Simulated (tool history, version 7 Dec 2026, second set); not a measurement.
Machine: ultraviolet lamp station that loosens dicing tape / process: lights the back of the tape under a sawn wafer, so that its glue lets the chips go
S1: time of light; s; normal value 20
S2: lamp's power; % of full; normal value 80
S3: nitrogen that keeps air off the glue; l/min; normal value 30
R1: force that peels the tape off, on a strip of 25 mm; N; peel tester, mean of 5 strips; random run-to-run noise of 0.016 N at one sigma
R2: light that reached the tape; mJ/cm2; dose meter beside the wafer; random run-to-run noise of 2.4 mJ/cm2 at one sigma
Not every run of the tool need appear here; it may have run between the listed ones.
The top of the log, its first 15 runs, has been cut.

run 16 hour=204.4 | S1=20 S2=80 S3=30 | R1=0.881 R2=258
run 17 hour=219.6 | S1=19 S2=80 S3=59 | R1=0.571 R2=246
run 18 hour=232.7 | S1=20 S2=80 S3=20 | R1=1.252 R2=260
run 19 hour=253 | S1=20 S2=80 S3=20 | R1=1.329 R2=256
run 20 hour=267.3 | S1=26 S2=80 S3=48 | R1=0.389 R2=329
run 21 hour=276 | S1=28 S2=80 S3=9 | R1=1.338 R2=354
run 22 hour=295.8 | S1=27 S2=85 S3=9 | R1=1.269 R2=367
run 23 hour=307.9 | S1=13 S2=64 S3=9 | R1=4.882 R2=129
run 24 hour=322.2 | S1=20 S2=60 S3=35 | R1=1.406 R2=191
run 25 hour=331.1 | S1=40 S2=67 S3=14 | R1=0.643 R2=422
run 26 hour=345.5 | S1=19 S2=64 S3=39 | R1=1.338 R2=191
run 27 hour=364.9 | S1=19 S2=64 S3=47 | R1=1.203 R2=190
run 28 hour=381.7 | S1=13 S2=96 S3=58 | R1=0.95 R2=193
run 29 hour=392.6 | S1=13 S2=95 S3=32 | R1=1.539 R2=189
run 30 hour=401.1 | S1=13 S2=95 S3=32 | R1=1.521 R2=189
run 31 hour=415.1 | S1=20 S2=98 S3=27 | R1=0.717 R2=302
run 32 hour=431.8 | S1=20 S2=98 S3=27 | R1=0.695 R2=298

3 options for the next run, each taken on its own from the tool as it stands now. Forecast them:
run A hour=451.3 | S1=20 S2=98 S3=10 | R1=? R2=?
run B hour=451.3 | S1=16 S2=94 S3=14 | R1=? R2=?
run C hour=451.3 | S1=11 S2=87 S3=58 | R1=? R2=?

run=A R1=1.706 R2=298
run=B R1=2.091 R2=225
run=C R1=1.794 R2=146
With the hidden condition removed and each run's random variation left untouched, the same runs would have given:
run=A R1=1.308 R2=344
run=B R1=1.636 R2=261
run=C R1=1.373 R2=168
